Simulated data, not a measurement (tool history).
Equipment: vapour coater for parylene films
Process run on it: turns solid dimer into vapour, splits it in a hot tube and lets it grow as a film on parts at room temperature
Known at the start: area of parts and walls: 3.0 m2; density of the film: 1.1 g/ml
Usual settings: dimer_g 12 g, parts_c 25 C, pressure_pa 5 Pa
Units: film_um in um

run	hour	dimer_g	parts_c	pressure_pa	film_um
1	0	12	25	5	2.05
2	16.1	12	25	5	2.05
3	30.4	12	25	5	2.03
4	56.1	12	25	8.05	1.87
5	70.3	12	25	8.05	1.86
6	85.1	12	25	10.58	1.82
7	107.2	12	25	10.58	1.78
8	126.8	12	25	10.58	1.76
9	153.7	12	25	10.58	1.73
10	174.2	12	25	5	1.96
11	189.5	12	25	4.48	2
# hour 195.2: trap's valve overhauled
12	213.9	12	25	4.48	1.92
13	232.1	12	25	5	1.87
14	255.7	12	25	5	1.86
# hour 262.7: trap's valve overhauled, once more
15	280	8	25	5	1.48
16	294.5	12	25	2.91	2.4
17	319.7	12	25	2.91	2.4
18	349.7	12	25	3.26	2.32
19	367.6	12	25	3.26	2.35
20	397.7	10	27	7.43	1.51
21	419.5	15	20	3.13	3.72
22	444.4	15	20	11.83	3
23	474.8	5	26	11.6	0.72
24	499.5	9	26	11.08	1.34
25	515.1	12	18	5	3.03
26	541.3	12	27	7.57	1.79
27	572.6	6	25	6.29	1.04
28	602.4	22	25	9.03	3.45
29	622.6	21	25	4.64	3.67
30	642.7	6	30	8.67	0.73
31	665.4	13	21	5	2.72
32	686.2	13	21	5	2.72
33	718.7	14	21	2.05	3.4
34	736	14	21	2.05	3.37
35	751.6	13	21	2.05	3.12
36	772.2	13	21	2.05	3.14

Subtracting, for every run, the result it would have given without the tool's unlogged condition from the measured result gives the following. The same run-to-run variation enters both numbers; the gauge's scatter may not:
Hidden state at play: vapour lost through the trap's worn valve, %; true temperature of the parts over the reading, C; drift of the gauge itself on film_um, %.
run	film_um
1	-0.17
2	-0.18
3	-0.18
4	-0.18
5	-0.18
6	-0.18
7	-0.18
8	-0.19
9	-0.19
10	-0.23
11	-0.24
12	-0.33
13	-0.33
14	-0.33
15	-0.01
16	-0.01
17	-0.02
18	-0.04
19	-0.04
20	-0.04
21	-0.11
22	-0.1
23	-0.03
24	-0.05
25	-0.13
26	-0.09
27	-0.05
28	-0.2
29	-0.22
30	-0.05
31	-0.18
32	-0.2
33	-0.26
34	-0.27
35	-0.25
36	-0.27
